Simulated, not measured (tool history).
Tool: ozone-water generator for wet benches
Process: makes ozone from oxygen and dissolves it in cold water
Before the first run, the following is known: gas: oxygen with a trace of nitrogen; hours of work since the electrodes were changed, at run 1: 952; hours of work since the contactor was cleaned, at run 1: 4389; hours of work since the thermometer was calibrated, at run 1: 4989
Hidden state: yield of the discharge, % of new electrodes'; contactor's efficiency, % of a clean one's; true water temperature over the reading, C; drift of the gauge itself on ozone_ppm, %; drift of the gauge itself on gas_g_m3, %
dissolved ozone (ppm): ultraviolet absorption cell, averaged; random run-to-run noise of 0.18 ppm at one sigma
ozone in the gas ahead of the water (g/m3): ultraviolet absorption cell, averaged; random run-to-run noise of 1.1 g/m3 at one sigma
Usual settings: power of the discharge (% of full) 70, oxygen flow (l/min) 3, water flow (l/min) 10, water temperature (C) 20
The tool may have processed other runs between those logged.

run,day,power of the discharge (% of full),oxygen flow (l/min),water flow (l/min),water temperature (C),hours of work since the electrodes were changed,hours of work since the contactor was cleaned,hours of work since the thermometer was calibrated,dissolved ozone (ppm),ozone in the gas ahead of the water (g/m3)
1,0,70,3,10,20,952,4389,4989,25,198.2
2,1.496,70,3,10,20,979,4416,5015,25,197.2
3,2.588,70,3,10,20,998,4435,5034,24.7,198.2
4,3.396,81,3,10,20,1012,4449,5049,27.1,216.7
5,5.088,81,3,10,20,1042,4479,5079,27.5,219
6,6.829,81,3,10,20,1073,4510,5109,27.2,216
7,8.192,81,3,12,20,1097,4534,5133,24,219.5
8,10.154,70,2.17,10,12,1131,4569,5168,26.2,228.7
9,11.108,70,3.92,10,13,1148,4585,5185,28.2,178.6
10,12.308,45,3.92,10,13,1169,4607,5206,21.6,134.9
11,14.133,45,3.92,10,13,1202,4639,5238,21.5,136.7
12,15.471,45,3.92,10,13,1225,4662,5262,21.8,135.8
13,16.55,100,1.55,10,13,1244,4681,5281,30.1,328.2

Predict each of these 5 candidate next runs independently; none follows another, all start after run 13:
A,17.817,70,1.59,13,23,1267,4704,5303,?,?
B,17.817,45,3,10,26,1267,4704,5303,?,?
C,17.817,45,3,15,13,1267,4704,5303,?,?
D,17.817,100,2.6,10,13,1267,4704,5303,?,?
E,17.817,46,1.55,10,26,1267,4704,5303,?,?

run,dissolved ozone (ppm),ozone in the gas ahead of the water (g/m3)
A,17.3,259.2
B,17.2,151.6
C,15.1,152.5
D,34,265.7
E,15.9,205
With the hidden condition removed and each run's random variation left untouched, the same runs would have given:
run,dissolved ozone (ppm),ozone in the gas ahead of the water (g/m3)
A,17.4,257.1
B,17.3,150.4
C,15.1,151.2
D,34.1,263.5
E,15.9,203.3
